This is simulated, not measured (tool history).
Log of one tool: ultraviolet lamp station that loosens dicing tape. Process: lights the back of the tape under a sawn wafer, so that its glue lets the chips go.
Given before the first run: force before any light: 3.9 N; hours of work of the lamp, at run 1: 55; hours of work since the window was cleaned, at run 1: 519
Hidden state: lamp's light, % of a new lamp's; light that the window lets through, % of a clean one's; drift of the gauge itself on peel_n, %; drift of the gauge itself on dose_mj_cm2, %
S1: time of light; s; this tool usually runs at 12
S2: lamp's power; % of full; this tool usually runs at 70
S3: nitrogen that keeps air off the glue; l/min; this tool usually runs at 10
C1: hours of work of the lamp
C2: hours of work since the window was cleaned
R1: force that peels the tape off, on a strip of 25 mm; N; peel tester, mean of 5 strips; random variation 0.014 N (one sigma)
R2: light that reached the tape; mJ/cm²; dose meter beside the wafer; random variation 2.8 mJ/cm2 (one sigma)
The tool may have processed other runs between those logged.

{"run": 1, "day": 0.0, "S1": 12, "S2": 70, "S3": 10, "C1": 55, "C2": 519, "R1": 0.676, "R2": 406}
{"run": 2, "day": 0.808, "S1": 12, "S2": 70, "S3": 10, "C1": 67, "C2": 530, "R1": 0.643, "R2": 407}
{"run": 3, "day": 2.271, "S1": 12, "S2": 70, "S3": 10, "C1": 87, "C2": 551, "R1": 0.692, "R2": 407}
{"run": 4, "day": 3.467, "S1": 12, "S2": 70, "S3": 11, "C1": 104, "C2": 568, "R1": 0.627, "R2": 403}
{"run": 5, "day": 4.417, "S1": 12, "S2": 63, "S3": 11, "C1": 117, "C2": 581, "R1": 0.745, "R2": 363}
{"day": 4.792, "done": "window cleaned of glue's vapour"}
{"run": 6, "day": 5.454, "S1": 12, "S2": 63, "S3": 11, "C1": 132, "C2": 9, "R1": 0.728, "R2": 364}
{"run": 7, "day": 6.354, "S1": 12, "S2": 70, "S3": 10, "C1": 144, "C2": 22, "R1": 0.668, "R2": 404}
{"run": 8, "day": 7.821, "S1": 18, "S2": 70, "S3": 10, "C1": 165, "C2": 43, "R1": 0.35, "R2": 610}
{"run": 9, "day": 8.679, "S1": 18, "S2": 70, "S3": 10, "C1": 177, "C2": 55, "R1": 0.369, "R2": 603}
{"run": 10, "day": 9.688, "S1": 18, "S2": 70, "S3": 10, "C1": 191, "C2": 69, "R1": 0.374, "R2": 600}
{"run": 11, "day": 10.8, "S1": 18, "S2": 70, "S3": 10, "C1": 207, "C2": 84, "R1": 0.37, "R2": 605}
{"run": 12, "day": 12.225, "S1": 6, "S2": 70, "S3": 10, "C1": 227, "C2": 104, "R1": 1.52, "R2": 200}
{"run": 13, "day": 13.246, "S1": 15, "S2": 75, "S3": 12, "C1": 241, "C2": 119, "R1": 0.383, "R2": 542}
{"run": 14, "day": 14.796, "S1": 12, "S2": 86, "S3": 10, "C1": 263, "C2": 141, "R1": 0.487, "R2": 494}
{"run": 15, "day": 16.038, "S1": 12, "S2": 86, "S3": 10, "C1": 280, "C2": 158, "R1": 0.485, "R2": 494}
{"run": 16, "day": 17.242, "S1": 12, "S2": 92, "S3": 10, "C1": 297, "C2": 175, "R1": 0.44, "R2": 528}
{"run": 17, "day": 18.754, "S1": 19, "S2": 61, "S3": 4, "C1": 318, "C2": 196, "R1": 0.71, "R2": 555}
{"run": 18, "day": 20.317, "S1": 17, "S2": 70, "S3": 5, "C1": 340, "C2": 218, "R1": 0.632, "R2": 574}
{"run": 19, "day": 21.371, "S1": 11, "S2": 83, "S3": 13, "C1": 355, "C2": 233, "R1": 0.526, "R2": 438}
{"run": 20, "day": 22.542, "S1": 21, "S2": 83, "S3": 13, "C1": 372, "C2": 249, "R1": 0.204, "R2": 835}
{"run": 21, "day": 23.842, "S1": 17, "S2": 94, "S3": 10, "C1": 390, "C2": 268, "R1": 0.261, "R2": 769}
{"run": 22, "day": 25.442, "S1": 12, "S2": 98, "S3": 10, "C1": 412, "C2": 290, "R1": 0.387, "R2": 562}
{"run": 23, "day": 26.771, "S1": 7, "S2": 70, "S3": 13, "C1": 431, "C2": 309, "R1": 1.204, "R2": 235}
{"run": 24, "day": 27.658, "S1": 7, "S2": 70, "S3": 13, "C1": 443, "C2": 321, "R1": 1.171, "R2": 238}

Here are 3 independent what-if runs from the current tool condition. What would each one return?
{"run": "A", "day": 28.383, "S1": 12, "S2": 70, "S3": 9, "C1": 454, "C2": 331, "R1": "?", "R2": "?"}
{"run": "B", "day": 28.383, "S1": 7, "S2": 95, "S3": 9, "C1": 454, "C2": 331, "R1": "?", "R2": "?"}
{"run": "C", "day": 28.383, "S1": 13, "S2": 93, "S3": 8, "C1": 454, "C2": 331, "R1": "?", "R2": "?"}

run=A R1=0.702 R2=405
run=B R1=1.005 R2=316
run=C R1=0.436 R2=578
Without the tool's unlogged condition, the same runs would have read:
run=A R1=0.701 R2=405
run=B R1=1.004 R2=316
run=C R1=0.435 R2=578

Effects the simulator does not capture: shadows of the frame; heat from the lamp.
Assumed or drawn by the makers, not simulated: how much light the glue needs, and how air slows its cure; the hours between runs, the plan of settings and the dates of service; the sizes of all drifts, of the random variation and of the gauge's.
